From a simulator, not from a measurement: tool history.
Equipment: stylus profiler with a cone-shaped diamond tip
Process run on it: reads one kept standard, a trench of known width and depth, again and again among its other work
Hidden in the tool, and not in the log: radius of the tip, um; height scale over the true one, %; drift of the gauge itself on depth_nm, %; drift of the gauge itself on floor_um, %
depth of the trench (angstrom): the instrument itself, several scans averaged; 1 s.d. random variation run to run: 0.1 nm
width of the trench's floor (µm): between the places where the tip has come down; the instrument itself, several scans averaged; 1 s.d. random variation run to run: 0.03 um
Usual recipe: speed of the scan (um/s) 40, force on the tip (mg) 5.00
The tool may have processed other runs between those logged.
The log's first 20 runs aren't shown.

run    hour  speed of the scan (um/s)  force on the tip (mg)  scans with this tip  hours of work since the height scale was calibrated  depth of the trench (angstrom)  width of the trench's floor (µm)
 21  1141.4                        29                   9.12                  567                                                   63                          5206.3                             96.83
 22  1214.4                        40                  10.08                 1030                                                  114                          5217.0                             96.66
 23  1289.5                        89                  12.34                 1506                                                  166                          5250.6                             96.49
 24  1322.8                        40                   2.37                 1718                                                  189                          5080.0                             96.39
 25  1380.4                        13                   5.65                 2083                                                  230                          5146.7                             96.56
 26  1439.9                        15                   6.89                 2460                                                  271                          5168.1                             96.38
 27  1505.9                        69                   3.26                 2879                                                  317                          5100.5                             96.15
 28  1543.2                        69                   3.26                 3115                                                  344                          5100.1                             96.13
 29  1608.0                        98                  12.96                 3526                                                  389                          5260.8                             96.12
 30  1665.7                        98                  12.96                 3892                                                  429                          5257.7                             96.08
 31  1724.1                        29                   2.30                 4262                                                  470                          5077.8                             96.02
 32  1758.2                        24                   2.22                 4479                                                  494                          5075.2                             96.03
 33  1794.1                        24                   2.22                 4706                                                  519                          5074.6                             96.01
 34  1840.7                        25                  10.43                 5002                                                  552                          5219.0                             95.90
 35  1876.4                        25                   2.44                 5228                                                  577                          5079.1                             95.89
 36  1945.4                        40                   6.14                 5665                                                  625                          5150.7                             95.81
 37  1997.2                        71                   9.99                 5994                                                  661                          5213.6                             95.65
 38  2049.5                        16                   1.72                 6326                                                  698                          5060.1                             95.71
 39  2124.2                        19                   6.55                 6799                                                  750                          5157.5                             95.66
 40  2180.5                        19                   6.55                 7156                                                  789                          5156.2                             95.64

Branching from run 40: 5 alternative next runs. What would each branch give?
  A  2248.9                        22                   5.00                 7590                                                  837                               ?                                 ?
  B  2248.9                        77                   8.79                 7590                                                  837                               ?                                 ?
  C  2248.9                        81                   6.55                 7590                                                  837                               ?                                 ?
  D  2248.9                        11                   2.61                 7590                                                  837                               ?                                 ?
  E  2248.9                        69                   9.83                 7590                                                  837                               ?                                 ?

run  depth of the trench (angstrom)  width of the trench's floor (µm)
  A                          5128.8                             95.48
  B                          5192.7                             95.39
  C                          5155.7                             95.37
  D                          5079.7                             95.52
  E                          5207.9                             95.42
Had the tool no hidden state, the same runs would have come out as:
run  depth of the trench (angstrom)  width of the trench's floor (µm)
  A                          5139.2                             96.89
  B                          5203.2                             96.80
  C                          5166.2                             96.78
  D                          5090.0                             96.93
  E                          5218.5                             96.82

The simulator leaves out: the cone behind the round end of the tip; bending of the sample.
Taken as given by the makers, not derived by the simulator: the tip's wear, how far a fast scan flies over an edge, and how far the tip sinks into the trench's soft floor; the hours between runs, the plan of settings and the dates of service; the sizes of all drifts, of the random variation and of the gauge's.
